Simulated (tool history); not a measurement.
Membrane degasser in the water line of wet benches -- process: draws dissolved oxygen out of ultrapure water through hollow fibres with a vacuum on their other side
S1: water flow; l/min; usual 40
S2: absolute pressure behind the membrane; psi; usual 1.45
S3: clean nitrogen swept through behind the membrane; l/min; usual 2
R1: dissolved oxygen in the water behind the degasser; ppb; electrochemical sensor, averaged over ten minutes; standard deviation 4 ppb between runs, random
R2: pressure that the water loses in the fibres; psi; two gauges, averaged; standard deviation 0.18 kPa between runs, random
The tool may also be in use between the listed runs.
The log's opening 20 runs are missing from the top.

{"run": 21, "hour": 678.6, "S1": 40, "S2": 1.35, "S3": 5.93, "R1": 215.6, "R2": 5.162}
{"run": 22, "hour": 710.8, "S1": 34, "S2": 1.45, "S3": 1.03, "R1": 536.6, "R2": 4.361}
{"run": 23, "hour": 751.9, "S1": 34, "S2": 2.35, "S3": 1.03, "R1": 906.8, "R2": 4.384}
{"run": 24, "hour": 795.7, "S1": 34, "S2": 2.35, "S3": 1.03, "R1": 903.3, "R2": 4.389}
{"run": 25, "hour": 831.8, "S1": 34, "S2": 2.35, "S3": 1.03, "R1": 903.9, "R2": 4.36}
{"run": 26, "hour": 872.0, "S1": 34, "S2": 2.29, "S3": 4.24, "R1": 327.2, "R2": 4.427}
{"run": 27, "hour": 895.6, "S1": 63, "S2": 0.88, "S3": 2, "R1": 420.3, "R2": 8.128}
{"run": 28, "hour": 928.4, "S1": 51, "S2": 1.51, "S3": 2, "R1": 552.3, "R2": 6.634}
{"run": 29, "hour": 959.2, "S1": 35, "S2": 1.45, "S3": 1.33, "R1": 462.2, "R2": 4.525}
{"run": 30, "hour": 989.0, "S1": 64, "S2": 0.94, "S3": 4.76, "R1": 338.7, "R2": 8.306}
{"run": 31, "hour": 1028.8, "S1": 40, "S2": 3.12, "S3": 5.77, "R1": 414.5, "R2": 5.214}
{"run": 32, "hour": 1068.8, "S1": 50, "S2": 1.45, "S3": 2, "R1": 519.9, "R2": 6.502}

Branching from run 32: 3 alternative next runs. What would each branch give?
{"run": "A", "hour": 1100.7, "S1": 29, "S2": 1.45, "S3": 2.73, "R1": "?", "R2": "?"}
{"run": "B", "hour": 1100.7, "S1": 63, "S2": 2.31, "S3": 1.7, "R1": "?", "R2": "?"}
{"run": "C", "hour": 1100.7, "S1": 26, "S2": 1.45, "S3": 4.47, "R1": "?", "R2": "?"}

run=A R1=237.7 R2=3.793
run=B R1=1070.7 R2=8.169
run=C R1=157.7 R2=3.374
Had the tool no hidden state, the same runs would have come out as:
run=A R1=224.9 R2=3.709
run=B R1=1047.6 R2=7.984
run=C R1=147.5 R2=3.298

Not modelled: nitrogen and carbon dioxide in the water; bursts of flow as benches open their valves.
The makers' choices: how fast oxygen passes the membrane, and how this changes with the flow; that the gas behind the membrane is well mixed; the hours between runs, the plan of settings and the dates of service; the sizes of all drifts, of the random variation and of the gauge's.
